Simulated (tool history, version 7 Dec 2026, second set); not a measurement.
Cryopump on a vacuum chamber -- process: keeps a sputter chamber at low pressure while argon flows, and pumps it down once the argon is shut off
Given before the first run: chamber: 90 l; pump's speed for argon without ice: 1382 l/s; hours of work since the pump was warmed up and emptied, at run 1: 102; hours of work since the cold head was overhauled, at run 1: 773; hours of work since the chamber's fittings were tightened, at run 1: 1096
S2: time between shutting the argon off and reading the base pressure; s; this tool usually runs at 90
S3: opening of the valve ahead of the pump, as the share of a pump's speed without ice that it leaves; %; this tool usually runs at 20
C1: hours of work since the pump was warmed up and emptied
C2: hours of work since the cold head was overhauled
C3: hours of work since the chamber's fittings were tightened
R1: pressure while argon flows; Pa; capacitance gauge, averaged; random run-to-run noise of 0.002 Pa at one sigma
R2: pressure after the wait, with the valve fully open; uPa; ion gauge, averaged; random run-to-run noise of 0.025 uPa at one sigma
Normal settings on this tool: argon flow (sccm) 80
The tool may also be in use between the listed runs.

run 1 hour=0.0 | argon_flow_(sccm)=80 S2=90 S3=20 | C1=102 C2=773 C3=1096 | R1=0.4943 R2=1.86
run 2 hour=28.4 | argon_flow_(sccm)=43 S2=90 S3=20 | C1=118 C2=789 C3=1112 | R1=0.2664 R2=1.92
run 3 hour=65.9 | argon_flow_(sccm)=43 S2=36 S3=20 | C1=139 C2=810 C3=1133 | R1=0.2676 R2=3.14
run 4 hour=112.8 | argon_flow_(sccm)=80 S2=90 S3=20 | C1=166 C2=837 C3=1160 | R1=0.4948 R2=1.96
run 5 hour=154.7 | argon_flow_(sccm)=80 S2=90 S3=20 | C1=189 C2=860 C3=1184 | R1=0.4979 R2=2.03
run 6 hour=199.9 | argon_flow_(sccm)=80 S2=90 S3=20 | C1=215 C2=886 C3=1209 | R1=0.5043 R2=2.12
run 7 hour=235.0 | argon_flow_(sccm)=128 S2=90 S3=20 | C1=235 C2=906 C3=1229 | R1=0.8041 R2=2.07
run 8 hour=275.2 | argon_flow_(sccm)=128 S2=90 S3=20 | C1=258 C2=929 C3=1252 | R1=0.8064 R2=2.12
run 9 hour=311.6 | argon_flow_(sccm)=128 S2=90 S3=20 | C1=278 C2=949 C3=1272 | R1=0.8065 R2=2.17
run 10 hour=358.0 | argon_flow_(sccm)=80 S2=90 S3=20 | C1=305 C2=976 C3=1299 | R1=0.5047 R2=2.08
run 11 hour=401.7 | argon_flow_(sccm)=80 S2=90 S3=20 | C1=329 C2=1000 C3=1324 | R1=0.5072 R2=2.18
run 12 hour=453.0 | argon_flow_(sccm)=80 S2=90 S3=20 | C1=358 C2=1029 C3=1353 | R1=0.5092 R2=2.24
run 13 hour=480.5 | argon_flow_(sccm)=68 S2=90 S3=20 | C1=374 C2=1045 C3=1368 | R1=0.4304 R2=2.18
run 14 hour=502.9 | argon_flow_(sccm)=80 S2=90 S3=20 | C1=387 C2=1058 C3=1381 | R1=0.5093 R2=2.28
run 15 hour=555.4 | argon_flow_(sccm)=132 S2=90 S3=20 | C1=416 C2=1087 C3=1411 | R1=0.8396 R2=2.31
run 16 hour=592.9 | argon_flow_(sccm)=132 S2=90 S3=20 | C1=438 C2=1109 C3=1432 | R1=0.8462 R2=2.38
run 17 hour=646.8 | argon_flow_(sccm)=132 S2=90 S3=20 | C1=468 C2=1139 C3=1462 | R1=0.8476 R2=2.37
run 18 hour=694.9 | argon_flow_(sccm)=132 S2=90 S3=20 | C1=495 C2=1166 C3=1489 | R1=0.8512 R2=2.45
run 19 hour=738.4 | argon_flow_(sccm)=132 S2=90 S3=20 | C1=520 C2=1191 C3=1514 | R1=0.8497 R2=2.54
run 20 hour=781.1 | argon_flow_(sccm)=80 S2=90 S3=32 | C1=544 C2=1215 C3=1538 | R1=0.3354 R2=2.55
run 21 hour=819.8 | argon_flow_(sccm)=80 S2=90 S3=32 | C1=566 C2=1237 C3=1560 | R1=0.3338 R2=2.58
run 22 hour=854.2 | argon_flow_(sccm)=147 S2=90 S3=30 | C1=586 C2=1257 C3=1580 | R1=0.6554 R2=2.63
run 23 hour=907.7 | argon_flow_(sccm)=68 S2=90 S3=37 | C1=616 C2=1287 C3=1610 | R1=0.2519 R2=2.60
run 24 hour=958.2 | argon_flow_(sccm)=68 S2=90 S3=15 | C1=644 C2=1315 C3=1639 | R1=0.5872 R2=2.71
-- hour=967.3 pump warmed up, emptied and cooled again
run 25 hour=1001.3 | argon_flow_(sccm)=55 S2=148 S3=45 | C1=19 C2=1337 C3=1660 | R1=0.1505 R2=1.89
run 26 hour=1033.9 | argon_flow_(sccm)=139 S2=245 S3=40 | C1=38 C2=1355 C3=1679 | R1=0.4295 R2=1.82
run 27 hour=1070.2 | argon_flow_(sccm)=139 S2=245 S3=40 | C1=58 C2=1376 C3=1699 | R1=0.4302 R2=1.73
run 28 hour=1100.7 | argon_flow_(sccm)=42 S2=67 S3=15 | C1=76 C2=1393 C3=1716 | R1=0.3446 R2=2.59
run 29 hour=1124.4 | argon_flow_(sccm)=132 S2=180 S3=22 | C1=89 C2=1407 C3=1730 | R1=0.7484 R2=1.87
run 30 hour=1174.4 | argon_flow_(sccm)=132 S2=180 S3=22 | C1=117 C2=1435 C3=1758 | R1=0.7465 R2=1.95
run 31 hour=1223.3 | argon_flow_(sccm)=34 S2=90 S3=24 | C1=145 C2=1463 C3=1786 | R1=0.1757 R2=2.44
run 32 hour=1251.9 | argon_flow_(sccm)=38 S2=90 S3=36 | C1=161 C2=1479 C3=1802 | R1=0.1325 R2=2.43
run 33 hour=1300.7 | argon_flow_(sccm)=38 S2=90 S3=36 | C1=189 C2=1506 C3=1830 | R1=0.1333 R2=2.50
run 34 hour=1325.5 | argon_flow_(sccm)=38 S2=90 S3=36 | C1=203 C2=1521 C3=1844 | R1=0.1332 R2=2.58

What if the next run were any one of these 4? Each begins from the tool's condition after run 34:
run A hour=1357.0 | argon_flow_(sccm)=59 S2=208 S3=40 | C1=221 C2=1538 C3=1862 | R1=? R2=?
run B hour=1357.0 | argon_flow_(sccm)=55 S2=170 S3=36 | C1=221 C2=1538 C3=1862 | R1=? R2=?
run C hour=1357.0 | argon_flow_(sccm)=80 S2=90 S3=22 | C1=221 C2=1538 C3=1862 | R1=? R2=?
run D hour=1357.0 | argon_flow_(sccm)=52 S2=116 S3=53 | C1=221 C2=1538 C3=1862 | R1=? R2=?

run=A R1=0.1901 R2=2.05
run=B R1=0.1939 R2=2.14
run=C R1=0.4570 R2=2.53
run=D R1=0.1267 R2=2.33
Without the tool's unlogged condition, the same runs would have read:
run=A R1=0.1819 R2=0.54
run=B R1=0.1863 R2=0.63
run=C R1=0.4459 R2=1.02
run=D R1=0.1195 R2=0.84
